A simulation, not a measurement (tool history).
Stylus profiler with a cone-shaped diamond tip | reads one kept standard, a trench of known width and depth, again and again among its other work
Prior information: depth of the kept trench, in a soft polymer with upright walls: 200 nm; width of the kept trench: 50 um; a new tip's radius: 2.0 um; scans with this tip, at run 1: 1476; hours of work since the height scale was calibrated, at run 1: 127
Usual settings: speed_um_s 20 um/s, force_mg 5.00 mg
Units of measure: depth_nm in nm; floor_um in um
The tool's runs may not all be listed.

run	day	speed_um_s	force_mg	scans with this tip	hours of work since the height scale was calibrated	depth_nm	floor_um
1	0.000	20	5.00	1476	127	204.18	48.00
2	0.592	20	2.44	1600	137	202.64	47.94
3	1.071	20	3.04	1701	146	202.99	47.97
4	1.500	21	5.00	1791	154	204.21	47.98
5	2.100	21	5.00	1917	165	204.17	47.97
6	2.450	20	9.60	1991	171	206.53	47.99
7	2.908	20	9.60	2087	179	206.50	47.98
8	3.354	76	9.60	2181	187	206.44	47.89
9	3.667	20	5.00	2246	193	204.16	47.89
10	3.971	20	12.73	2310	198	207.87	47.94
11	4.608	20	12.73	2444	210	207.84	47.89
12	4.917	20	12.73	2509	215	207.79	47.94
13	5.446	20	12.73	2620	225	207.80	47.86
14	5.821	20	12.73	2699	232	207.77	47.86
15	6.342	20	8.05	2808	241	205.81	47.88
16	6.712	63	12.52	2886	248	207.74	47.80
17	7.062	11	1.87	2960	254	202.25	47.86
18	7.733	7	11.06	3101	266	207.13	47.84
19	8.054	10	5.00	3168	272	204.24	47.81
20	8.525	21	13.98	3267	281	208.37	47.80
21	8.933	30	5.38	3353	288	204.46	47.81
22	9.242	5	5.38	3418	293	204.50	47.82
23	9.950	5	5.38	3567	306	204.50	47.84
24	10.638	8	2.95	3711	319	203.04	47.76
25	11.142	8	2.95	3817	328	203.04	47.77
26	11.600	23	6.35	3913	336	204.95	47.79
27	12.117	48	4.00	4022	345	203.68	47.63
28	12.408	55	4.79	4083	351	204.16	47.64
29	12.962	14	5.00	4199	361	204.22	47.74
30	13.642	14	5.00	4342	373	204.30	47.75

Forecast each of these 4 alternatives for the next run:
A	14.150	50	14.48	4450	382	?	?
B	14.150	38	1.87	4450	382	?	?
C	14.150	14	3.77	4450	382	?	?
D	14.150	7	5.00	4450	382	?	?

run	depth_nm	floor_um
A	208.60	47.69
B	202.27	47.57
C	203.59	47.70
D	204.33	47.74
Without the tool's unlogged condition, the same runs would have read:
run	depth_nm	floor_um
A	208.45	48.19
B	202.12	48.07
C	203.44	48.20
D	204.18	48.24
